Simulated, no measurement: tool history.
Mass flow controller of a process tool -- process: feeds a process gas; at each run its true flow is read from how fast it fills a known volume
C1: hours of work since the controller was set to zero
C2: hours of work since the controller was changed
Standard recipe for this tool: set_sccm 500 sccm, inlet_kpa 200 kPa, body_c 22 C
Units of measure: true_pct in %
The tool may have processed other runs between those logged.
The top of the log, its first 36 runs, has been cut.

run 37 hour=4125.6 | set_sccm=457 inlet_kpa=257 body_c=21 | C1=2089 C2=2089 | true_pct=99.94
run 38 hour=4246.0 | set_sccm=457 inlet_kpa=257 body_c=21 | C1=2145 C2=2145 | true_pct=99.97
run 39 hour=4372.8 | set_sccm=954 inlet_kpa=231 body_c=25 | C1=2205 C2=2205 | true_pct=100.75
run 40 hour=4512.9 | set_sccm=954 inlet_kpa=154 body_c=36 | C1=2270 C2=2270 | true_pct=101.46
run 41 hour=4616.4 | set_sccm=954 inlet_kpa=154 body_c=36 | C1=2319 C2=2319 | true_pct=101.60
run 42 hour=4735.8 | set_sccm=404 inlet_kpa=266 body_c=25 | C1=2375 C2=2375 | true_pct=100.50
run 43 hour=4829.6 | set_sccm=404 inlet_kpa=266 body_c=25 | C1=2419 C2=2419 | true_pct=100.48
run 44 hour=4933.3 | set_sccm=129 inlet_kpa=191 body_c=32 | C1=2468 C2=2468 | true_pct=103.47

Forecast run 45:
run 45 hour=5046.4 | set_sccm=129 inlet_kpa=191 body_c=32 | C1=2521 C2=2521 | true_pct=?

{"run 45": {"true_pct": 103.6}}
Had the tool carried no hidden state, the very same run would have given true_pct 99.22 %.

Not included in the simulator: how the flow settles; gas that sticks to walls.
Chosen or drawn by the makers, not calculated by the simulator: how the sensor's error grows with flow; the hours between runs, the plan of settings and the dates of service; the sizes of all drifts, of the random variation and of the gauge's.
